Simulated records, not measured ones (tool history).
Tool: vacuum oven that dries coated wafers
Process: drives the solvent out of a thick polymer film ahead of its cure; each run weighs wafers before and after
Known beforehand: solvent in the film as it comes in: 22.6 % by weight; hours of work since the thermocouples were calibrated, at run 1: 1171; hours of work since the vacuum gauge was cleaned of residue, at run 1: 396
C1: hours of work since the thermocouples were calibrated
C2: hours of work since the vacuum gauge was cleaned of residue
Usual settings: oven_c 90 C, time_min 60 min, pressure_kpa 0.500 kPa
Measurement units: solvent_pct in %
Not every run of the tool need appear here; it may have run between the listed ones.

run 1 day=0.000 | oven_c=90 time_min=60 pressure_kpa=0.500 | C1=1171 C2=396 | solvent_pct=2.21
-- day=0.671 oven's thermocouples calibrated
run 2 day=1.229 | oven_c=90 time_min=60 pressure_kpa=0.500 | C1=9 C2=415 | solvent_pct=2.42
run 3 day=3.096 | oven_c=90 time_min=60 pressure_kpa=0.272 | C1=41 C2=447 | solvent_pct=2.33
run 4 day=4.783 | oven_c=90 time_min=60 pressure_kpa=0.272 | C1=69 C2=475 | solvent_pct=2.31
run 5 day=5.850 | oven_c=90 time_min=53 pressure_kpa=0.500 | C1=87 C2=493 | solvent_pct=3.05
run 6 day=7.288 | oven_c=90 time_min=53 pressure_kpa=0.500 | C1=111 C2=517 | solvent_pct=3.01
run 7 day=8.488 | oven_c=90 time_min=73 pressure_kpa=0.500 | C1=131 C2=537 | solvent_pct=1.70
run 8 day=9.700 | oven_c=90 time_min=78 pressure_kpa=0.500 | C1=152 C2=557 | solvent_pct=1.47
run 9 day=10.812 | oven_c=90 time_min=78 pressure_kpa=0.500 | C1=170 C2=576 | solvent_pct=1.42
run 10 day=11.679 | oven_c=90 time_min=60 pressure_kpa=0.500 | C1=185 C2=591 | solvent_pct=2.44
run 11 day=13.025 | oven_c=99 time_min=35 pressure_kpa=0.476 | C1=207 C2=613 | solvent_pct=3.25
run 12 day=14.521 | oven_c=99 time_min=35 pressure_kpa=0.476 | C1=232 C2=638 | solvent_pct=3.23
run 13 day=15.521 | oven_c=85 time_min=65 pressure_kpa=1.088 | C1=249 C2=655 | solvent_pct=3.37
run 14 day=16.533 | oven_c=85 time_min=65 pressure_kpa=1.088 | C1=266 C2=672 | solvent_pct=3.43
run 15 day=18.383 | oven_c=84 time_min=88 pressure_kpa=0.268 | C1=297 C2=703 | solvent_pct=1.85
run 16 day=20.179 | oven_c=99 time_min=72 pressure_kpa=1.527 | C1=327 C2=733 | solvent_pct=1.13
run 17 day=21.688 | oven_c=92 time_min=43 pressure_kpa=1.086 | C1=353 C2=759 | solvent_pct=3.91
run 18 day=23.221 | oven_c=87 time_min=94 pressure_kpa=1.314 | C1=378 C2=784 | solvent_pct=1.82
run 19 day=24.883 | oven_c=102 time_min=65 pressure_kpa=0.758 | C1=406 C2=812 | solvent_pct=0.76
run 20 day=26.262 | oven_c=102 time_min=65 pressure_kpa=0.758 | C1=429 C2=835 | solvent_pct=0.76

Forecast each of these 3 alternatives for the next run:
run A day=27.967 | oven_c=89 time_min=80 pressure_kpa=0.763 | C1=458 C2=864 | solvent_pct=?
run B day=27.967 | oven_c=102 time_min=65 pressure_kpa=1.109 | C1=458 C2=864 | solvent_pct=?
run C day=27.967 | oven_c=102 time_min=76 pressure_kpa=0.758 | C1=458 C2=864 | solvent_pct=?

run=A solvent_pct=1.67
run=B solvent_pct=0.91
run=C solvent_pct=0.61
With no hidden state in the tool, these same runs would have given:
run=A solvent_pct=1.53
run=B solvent_pct=0.82
run=C solvent_pct=0.50
